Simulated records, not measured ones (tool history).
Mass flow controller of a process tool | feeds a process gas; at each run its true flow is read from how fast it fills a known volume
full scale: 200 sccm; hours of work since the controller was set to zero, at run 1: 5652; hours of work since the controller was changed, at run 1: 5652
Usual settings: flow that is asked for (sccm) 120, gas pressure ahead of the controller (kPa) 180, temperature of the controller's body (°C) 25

run,hour,flow that is asked for (sccm),gas pressure ahead of the controller (kPa),temperature of the controller's body (°C),hours of work since the controller was set to zero,hours of work since the controller was changed,true flow (%)
1,0.0,120,180,25,5652,5652,97.23
2,426.3,120,180,25,5870,5870,97.17
3,875.7,120,180,25,6101,6101,97.04
4,1357.7,120,180,25,6348,6348,97.00
5,1762.1,120,180,25,6556,6556,96.90
6,2127.5,120,180,28,6743,6743,96.33
7,2399.6,120,180,28,6883,6883,96.50
8,2769.3,120,180,28,7072,7072,96.25
# hour 2943.2: controller's zero set anew
9,2982.3,120,180,37,20,7181,96.25
10,3234.5,120,180,37,149,7311,96.29
11,3562.3,120,180,37,318,7479,96.05
12,3904.0,120,180,25,493,7654,97.30
13,4260.7,120,185,25,676,7837,97.22
14,4633.8,120,185,25,867,8028,97.21
15,5024.5,120,180,25,1068,8229,97.07
16,5313.8,120,268,25,1216,8377,96.74
17,5707.2,120,268,25,1418,8579,96.70
18,6185.6,120,268,25,1663,8824,96.77
# hour 6469.5: controller exchanged for a calibrated one
19,6523.5,120,180,25,28,28,99.46
20,7019.9,120,180,25,282,282,99.28
21,7273.7,120,180,25,412,412,99.36
22,7709.2,120,180,25,636,636,99.28
23,8061.4,120,180,25,817,817,99.18
24,8397.6,120,180,25,989,989,99.16
25,8802.7,120,180,25,1197,1197,99.04
26,9110.6,25,261,25,1355,1355,97.36
27,9410.3,25,261,25,1508,1508,97.29
28,9714.8,109,179,30,1665,1665,98.15
29,10115.4,120,180,20,1870,1870,99.25
30,10590.0,139,261,20,2113,2113,99.28
31,10801.0,42,155,20,2222,2222,98.01
32,11018.5,132,180,25,2333,2333,98.86
33,11275.9,45,180,33,2465,2465,96.62
34,11670.1,45,180,33,2667,2667,96.50
35,12002.3,45,180,33,2838,2838,96.37
36,12312.3,45,180,31,2997,2997,96.49
37,12553.1,45,180,31,3120,3120,96.46
38,12840.6,45,180,31,3268,3268,96.42
39,13319.6,55,253,27,3514,3514,96.75
40,13677.9,159,225,29,3697,3697,97.93
41,13962.9,159,190,21,3844,3844,98.92
42,14284.9,28,144,21,4009,4009,95.99
43,14772.8,28,144,21,4259,4259,95.74
44,15188.4,28,144,21,4472,4472,95.67
45,15629.6,28,234,21,4698,4698,95.43
46,15834.9,28,234,21,4804,4804,95.27
47,16219.2,26,180,25,5001,5001,94.47

5 ways to go on from here, each from the tool as it stands after run 47. What would each give?
A,16537.1,29,180,24,5164,5164,?
B,16537.1,26,152,25,5164,5164,?
C,16537.1,120,217,25,5164,5164,?
D,16537.1,117,201,36,5164,5164,?
E,16537.1,26,182,40,5164,5164,?

run,true flow (%)
A,94.92
B,94.39
C,97.45
D,96.36
E,92.88
Without the tool's hidden state the same runs would have given:
run,true flow (%)
A,99.14
B,98.94
C,99.53
D,98.47
E,97.43
